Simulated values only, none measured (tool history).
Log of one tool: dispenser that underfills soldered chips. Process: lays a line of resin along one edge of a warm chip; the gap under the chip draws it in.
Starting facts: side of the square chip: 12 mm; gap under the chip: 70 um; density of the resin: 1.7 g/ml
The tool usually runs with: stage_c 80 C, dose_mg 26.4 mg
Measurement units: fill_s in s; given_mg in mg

{"run": 1, "hour": 0.0, "stage_c": 80, "dose_mg": 26.4, "fill_s": 57.6, "given_mg": 26.31}
{"hour": 0.8, "done": "new syringe of resin"}
{"run": 2, "hour": 5.9, "stage_c": 80, "dose_mg": 26.4, "fill_s": 49.2, "given_mg": 26.3}
{"hour": 10.1, "done": "new syringe of resin"}
{"run": 3, "hour": 11.1, "stage_c": 80, "dose_mg": 26.4, "fill_s": 44.1, "given_mg": 26.1}
{"run": 4, "hour": 14.6, "stage_c": 80, "dose_mg": 26.4, "fill_s": 50, "given_mg": 26.19}
{"hour": 19.3, "done": "new syringe of resin"}
{"run": 5, "hour": 19.8, "stage_c": 80, "dose_mg": 26.4, "fill_s": 42.9, "given_mg": 26.17}
{"run": 6, "hour": 22.7, "stage_c": 80, "dose_mg": 26.4, "fill_s": 46.6, "given_mg": 26.03}
{"run": 7, "hour": 26.4, "stage_c": 80, "dose_mg": 26.4, "fill_s": 54.9, "given_mg": 26}
{"hour": 28.4, "done": "new syringe of resin"}
{"run": 8, "hour": 30.2, "stage_c": 80, "dose_mg": 26.4, "fill_s": 45.2, "given_mg": 25.94}
{"run": 9, "hour": 34.4, "stage_c": 80, "dose_mg": 26.4, "fill_s": 52, "given_mg": 25.98}
{"hour": 37.4, "done": "new syringe of resin"}
{"run": 10, "hour": 37.5, "stage_c": 80, "dose_mg": 26.4, "fill_s": 42, "given_mg": 25.93}
{"run": 11, "hour": 43.2, "stage_c": 80, "dose_mg": 26.4, "fill_s": 52, "given_mg": 25.84}
{"run": 12, "hour": 45.7, "stage_c": 80, "dose_mg": 26.4, "fill_s": 56.7, "given_mg": 25.9}
{"hour": 46.8, "done": "new syringe of resin"}
{"run": 13, "hour": 52.0, "stage_c": 80, "dose_mg": 26.4, "fill_s": 51.4, "given_mg": 25.83}
{"run": 14, "hour": 54.6, "stage_c": 86, "dose_mg": 26.4, "fill_s": 47.7, "given_mg": 25.8}
{"hour": 56.0, "done": "new syringe of resin"}
{"run": 15, "hour": 57.6, "stage_c": 72, "dose_mg": 26.4, "fill_s": 55.9, "given_mg": 25.79}
{"run": 16, "hour": 63.2, "stage_c": 72, "dose_mg": 26.4, "fill_s": 68.7, "given_mg": 25.67}
{"hour": 65.4, "done": "dispensing valve cleaned and set on the balance"}
{"hour": 66.0, "done": "new syringe of resin"}
{"run": 17, "hour": 67.0, "stage_c": 72, "dose_mg": 26.4, "fill_s": 55.9, "given_mg": 26.48}
{"run": 18, "hour": 71.2, "stage_c": 72, "dose_mg": 26.4, "fill_s": 65.3, "given_mg": 26.46}
{"run": 19, "hour": 73.8, "stage_c": 93, "dose_mg": 24.6, "fill_s": 38.6, "given_mg": 24.58}
{"hour": 75.1, "done": "new syringe of resin"}
{"run": 20, "hour": 78.5, "stage_c": 90, "dose_mg": 34, "fill_s": 35.8, "given_mg": 33.98}
{"hour": 84.3, "done": "new syringe of resin"}
{"run": 21, "hour": 84.7, "stage_c": 85, "dose_mg": 28.9, "fill_s": 36.3, "given_mg": 28.8}
{"run": 22, "hour": 89.2, "stage_c": 88, "dose_mg": 29.9, "fill_s": 38.6, "given_mg": 29.71}
{"hour": 93.4, "done": "new syringe of resin"}
{"run": 23, "hour": 93.4, "stage_c": 88, "dose_mg": 29.9, "fill_s": 32.8, "given_mg": 29.82}
{"run": 24, "hour": 96.7, "stage_c": 71, "dose_mg": 24.4, "fill_s": 62.5, "given_mg": 24.25}
{"hour": 102.6, "done": "new syringe of resin"}
{"run": 25, "hour": 102.6, "stage_c": 73, "dose_mg": 24.4, "fill_s": 51, "given_mg": 24.23}
{"run": 26, "hour": 108.4, "stage_c": 73, "dose_mg": 24.4, "fill_s": 64.1, "given_mg": 24.06}
{"hour": 111.8, "done": "new syringe of resin"}
{"run": 27, "hour": 112.2, "stage_c": 94, "dose_mg": 29.4, "fill_s": 27.8, "given_mg": 29.09}
{"run": 28, "hour": 116.6, "stage_c": 94, "dose_mg": 29.4, "fill_s": 33, "given_mg": 28.98}
{"hour": 121.0, "done": "new syringe of resin"}
{"run": 29, "hour": 121.0, "stage_c": 86, "dose_mg": 23.2, "fill_s": 35.1, "given_mg": 22.82}
{"run": 30, "hour": 124.6, "stage_c": 66, "dose_mg": 24.8, "fill_s": 73.7, "given_mg": 24.35}
{"run": 31, "hour": 129.5, "stage_c": 76, "dose_mg": 29.2, "fill_s": 62.6, "given_mg": 28.6}
{"hour": 130.2, "done": "new syringe of resin"}
{"hour": 135.3, "done": "dispensing valve cleaned and set on the balance"}
{"run": 32, "hour": 136.8, "stage_c": 76, "dose_mg": 29.2, "fill_s": 55.9, "given_mg": 29.18}
{"hour": 140.3, "done": "new syringe of resin"}
{"run": 33, "hour": 140.3, "stage_c": 71, "dose_mg": 33.5, "fill_s": 52, "given_mg": 33.32}
{"run": 34, "hour": 145.1, "stage_c": 82, "dose_mg": 27.6, "fill_s": 45.4, "given_mg": 27.52}
{"run": 35, "hour": 147.8, "stage_c": 82, "dose_mg": 27.6, "fill_s": 50.6, "given_mg": 27.49}

5 options for the next run, each taken on its own from the tool as it stands now. Forecast them:
{"hour": 149.5, "done": "new syringe of resin"}
{"run": "A", "hour": 150.8, "stage_c": 72, "dose_mg": 32.6, "fill_s": "?", "given_mg": "?"}
{"hour": 149.5, "done": "new syringe of resin"}
{"run": "B", "hour": 150.8, "stage_c": 80, "dose_mg": 24.7, "fill_s": "?", "given_mg": "?"}
{"hour": 149.5, "done": "new syringe of resin"}
{"run": "C", "hour": 150.8, "stage_c": 77, "dose_mg": 22.8, "fill_s": "?", "given_mg": "?"}
{"hour": 149.5, "done": "new syringe of resin"}
{"run": "D", "hour": 150.8, "stage_c": 68, "dose_mg": 32.3, "fill_s": "?", "given_mg": "?"}
{"hour": 149.5, "done": "new syringe of resin"}
{"run": "E", "hour": 150.8, "stage_c": 70, "dose_mg": 32.3, "fill_s": "?", "given_mg": "?"}

run=A fill_s=52.7 given_mg=32.2
run=B fill_s=43 given_mg=24.51
run=C fill_s=47.1 given_mg=22.67
run=D fill_s=60.2 given_mg=31.98
run=E fill_s=57 given_mg=31.98
With the hidden condition removed and each run's random variation left untouched, the same runs would have given:
run=A fill_s=52.2 given_mg=32.46
run=B fill_s=42.5 given_mg=24.7
run=C fill_s=46.6 given_mg=22.85
run=D fill_s=59.6 given_mg=32.23
run=E fill_s=56.5 given_mg=32.24
